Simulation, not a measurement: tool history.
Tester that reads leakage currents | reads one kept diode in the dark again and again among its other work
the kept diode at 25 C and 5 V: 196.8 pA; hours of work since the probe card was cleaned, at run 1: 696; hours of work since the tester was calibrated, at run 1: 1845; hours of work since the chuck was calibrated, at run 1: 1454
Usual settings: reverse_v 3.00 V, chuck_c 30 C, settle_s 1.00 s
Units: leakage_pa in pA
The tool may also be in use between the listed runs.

run,day,reverse_v,chuck_c,settle_s,hours of work since the probe card was cleaned,hours of work since the tester was calibrated,hours of work since the chuck was calibrated,leakage_pa
1,0.000,3.00,30,1.00,696,1845,1454,229.04
2,2.671,3.00,30,1.00,732,1880,1490,227.41
3,4.575,1.46,30,1.00,757,1906,1515,179.76
4,6.367,3.00,30,1.00,781,1929,1539,225.62
5,7.812,3.00,20,1.00,800,1949,1558,93.55
6,10.000,3.00,48,1.00,829,1978,1588,969.54
7,12.192,18.97,48,1.00,858,2007,1617,1746.07
8,13.979,3.00,30,1.00,882,2031,1640,226.14
# day 14.504: tester calibrated
9,16.796,3.00,30,1.00,919,30,1677,227.00
10,18.850,3.00,30,1.00,946,58,1704,227.20
11,20.171,3.00,30,1.00,963,75,1722,225.86
12,22.608,3.00,30,1.00,996,108,1754,225.84
# day 22.908: chuck's temperature calibrated
13,25.150,3.00,30,1.00,1029,141,30,218.48
14,27.462,3.00,30,1.00,1059,171,61,216.69
# day 30.104: chuck's temperature calibrated, once more
15,30.379,3.00,30,1.00,1097,209,4,259.86
16,33.012,3.00,30,1.00,1132,244,39,258.96
17,34.408,3.00,30,1.16,1151,263,57,258.90
18,36.300,3.00,26,1.16,1176,288,82,183.56
19,38.308,11.31,31,1.00,1203,315,109,432.35
20,40.733,2.50,23,1.00,1235,347,141,131.87
21,43.300,10.09,45,0.85,1269,381,176,1263.87
22,45.925,3.00,30,0.55,1304,416,211,255.21
23,47.250,3.00,30,0.55,1322,434,228,256.63
24,49.946,3.20,41,1.00,1357,469,264,640.85
25,51.600,6.05,43,1.60,1379,491,286,912.22

Forecast each of these 4 alternatives for the next run:
A,53.454,1.02,43,1.93,1404,516,311,?
B,53.454,3.14,32,2.24,1404,516,311,?
C,53.454,3.00,30,7.92,1404,516,311,?
D,53.454,6.05,43,5.23,1404,516,311,?

run,leakage_pa
A,516.86
B,302.84
C,250.87
D,911.27
Without the tool's hidden state the same runs would have given:
run,leakage_pa
A,531.59
B,310.65
C,257.23
D,935.00

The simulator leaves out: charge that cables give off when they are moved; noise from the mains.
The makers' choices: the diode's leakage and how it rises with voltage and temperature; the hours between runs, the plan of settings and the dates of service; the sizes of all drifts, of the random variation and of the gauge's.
